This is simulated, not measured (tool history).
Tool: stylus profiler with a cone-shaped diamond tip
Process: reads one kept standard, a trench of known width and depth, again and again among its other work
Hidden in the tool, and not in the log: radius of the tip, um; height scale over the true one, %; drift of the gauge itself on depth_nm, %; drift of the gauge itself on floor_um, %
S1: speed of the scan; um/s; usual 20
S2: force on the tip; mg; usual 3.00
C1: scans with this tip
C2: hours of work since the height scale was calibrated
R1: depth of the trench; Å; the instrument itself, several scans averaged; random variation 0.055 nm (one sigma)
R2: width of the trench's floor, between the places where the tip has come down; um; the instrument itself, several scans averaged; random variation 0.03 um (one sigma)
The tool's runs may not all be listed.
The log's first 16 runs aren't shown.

run    hour  S1    S2     C1    C2      R1     R2
 17  1606.5  20  3.00   7755   698  1013.5  98.48
 18  1668.7  41  2.66   8269   745  1012.5  98.27
 19  1733.7  10  3.00   8806   793  1014.2  98.55
 20  1813.3  10  1.93   9464   852  1010.6  98.53
 21  1878.2  10  1.93  10000   900  1010.8  98.49
 22  1957.9  30  4.54  10659   960  1017.5  98.44
 23  2095.3   8  5.17  11794  1062  1020.5  98.55
 24  2215.8  29  4.71  12790  1152  1018.8  98.51
 25  2280.7  29  4.71  13326  1200  1020.0  98.51
 26  2388.7   6  1.46  14219  1280  1008.3  98.47
 27  2519.2  64  4.31  15298  1377  1018.3  98.28
 28  2600.6  15  3.00  15971  1438  1013.6  98.48
     2612.8  -- height scale calibrated on a step standard
 29  2686.9  15  3.00  16679    55  1014.3  98.45
 30  2750.6  19  8.49  17206   103  1027.9  98.53
     2819.4  -- new tip fitted, height scale calibrated
 31  2819.4   9  2.94      0     0  1014.6  98.54
 32  2890.7  24  1.39    589    53  1007.8  98.36

The next listed run, before its measurement:
 33  2980.6  63  7.88  1332  120   ?   ?

Run 33 gave R1 1026.1 Å, R2 98.35 um.
Without the tool's hidden state the same run would have given R1 1026.1 Å, R2 98.36 um.
